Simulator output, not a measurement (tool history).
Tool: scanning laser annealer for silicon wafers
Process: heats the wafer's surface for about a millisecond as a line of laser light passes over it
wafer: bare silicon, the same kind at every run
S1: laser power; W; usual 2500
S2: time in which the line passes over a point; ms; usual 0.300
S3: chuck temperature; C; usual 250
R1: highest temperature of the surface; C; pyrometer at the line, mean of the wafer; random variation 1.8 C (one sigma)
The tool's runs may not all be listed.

run,day,S1,S2,S3,R1
1,0.000,2500,0.300,250,995
2,0.346,2500,0.309,250,1003
3,0.754,2500,0.309,250,1007
4,1.200,2500,0.265,250,943
5,1.796,2500,0.300,250,994
6,2.417,2500,0.300,286,1027
7,3.121,2500,0.300,286,1028
8,3.679,2500,0.300,221,962
9,4.358,2500,0.300,221,959
10,4.954,2500,0.300,221,962
# day 5.108: window over the wafer cleaned
11,5.508,2651,0.260,278,1013
12,6.108,2517,0.300,221,964
13,6.671,2517,0.300,221,964
14,7.375,2517,0.300,221,962
15,7.938,2307,0.367,261,1002
# day 8.425: window over the wafer cleaned, once more
16,8.588,2619,0.300,250,1042
17,9.162,2619,0.268,211,953
18,9.733,2481,0.268,283,981
19,10.367,2500,0.278,221,938
20,10.779,2624,0.300,215,1006

Forecast each of these 3 alternatives for the next run:
A,11.512,2624,0.336,215,?
B,11.512,2330,0.300,215,?
C,11.512,2510,0.235,250,?

run,R1
A,1049
B,898
C,914
Without the tool's hidden state the same runs would have given:
run,R1
A,1057
B,905
C,920
